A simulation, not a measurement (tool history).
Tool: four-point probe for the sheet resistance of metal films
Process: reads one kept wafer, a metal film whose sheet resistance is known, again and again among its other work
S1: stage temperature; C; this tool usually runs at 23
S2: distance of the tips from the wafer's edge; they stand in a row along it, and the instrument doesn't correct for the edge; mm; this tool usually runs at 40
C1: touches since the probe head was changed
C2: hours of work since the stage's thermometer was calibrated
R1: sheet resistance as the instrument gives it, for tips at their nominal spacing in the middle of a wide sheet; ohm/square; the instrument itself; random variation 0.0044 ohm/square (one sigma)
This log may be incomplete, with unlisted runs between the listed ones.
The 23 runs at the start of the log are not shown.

-- hour=496.1 stage's thermometer calibrated, once more
run 24 hour=508.5 | S1=24 S2=8 | C1=21590 C2=6 | R1=22.229311
run 25 hour=532.6 | S1=30 S2=4 | C1=22145 C2=17 | R1=23.035538
run 26 hour=554.3 | S1=30 S2=4 | C1=22647 C2=27 | R1=23.035711
run 27 hour=567 | S1=35 S2=11 | C1=22938 C2=32 | R1=22.049096
run 28 hour=588 | S1=26 S2=33 | C1=23425 C2=42 | R1=21.943192
run 29 hour=610.8 | S1=26 S2=4 | C1=23951 C2=52 | R1=23.053225
run 30 hour=637 | S1=26 S2=13 | C1=24556 C2=64 | R1=22.039145
run 31 hour=649.6 | S1=35 S2=5 | C1=24845 C2=70 | R1=22.630486
run 32 hour=663.4 | S1=28 S2=10 | C1=25164 C2=77 | R1=22.105146
run 33 hour=681.8 | S1=26 S2=12 | C1=25590 C2=85 | R1=22.05218
run 34 hour=693.9 | S1=19 S2=7 | C1=25868 C2=90 | R1=22.33479
run 35 hour=712 | S1=21 S2=7 | C1=26287 C2=99 | R1=22.310658
run 36 hour=737 | S1=21 S2=7 | C1=26865 C2=110 | R1=22.317364
run 37 hour=757.8 | S1=21 S2=7 | C1=27345 C2=120 | R1=22.31559
run 38 hour=785.4 | S1=21 S2=7 | C1=27981 C2=132 | R1=22.31345
run 39 hour=802.1 | S1=22 S2=24 | C1=28367 C2=140 | R1=21.958055
run 40 hour=822.8 | S1=25 S2=24 | C1=28844 C2=149 | R1=21.943837
run 41 hour=840.1 | S1=31 S2=10 | C1=29244 C2=157 | R1=22.087536
run 42 hour=857.8 | S1=32 S2=11 | C1=29652 C2=165 | R1=22.047795
run 43 hour=877.5 | S1=32 S2=11 | C1=30106 C2=174 | R1=22.053095
run 44 hour=904.5 | S1=35 S2=14 | C1=30730 C2=187 | R1=21.976709
run 45 hour=919.6 | S1=29 S2=7 | C1=31079 C2=194 | R1=22.279548
run 46 hour=946.6 | S1=23 S2=71 | C1=31701 C2=206 | R1=21.922454

Here are 3 independent what-if runs from the current tool condition. What would each one return?
run A hour=967.6 | S1=23 S2=37 | C1=32188 C2=216 | R1=?
run B hour=967.6 | S1=19 S2=20 | C1=32188 C2=216 | R1=?
run C hour=967.6 | S1=32 S2=12 | C1=32188 C2=216 | R1=?

run=A R1=21.926612
run=B R1=21.974721
run=C R1=22.017632
Without the tool's unlogged condition, the same runs would have read:
run=A R1=22.101386
run=B R1=22.149807
run=C R1=22.19317

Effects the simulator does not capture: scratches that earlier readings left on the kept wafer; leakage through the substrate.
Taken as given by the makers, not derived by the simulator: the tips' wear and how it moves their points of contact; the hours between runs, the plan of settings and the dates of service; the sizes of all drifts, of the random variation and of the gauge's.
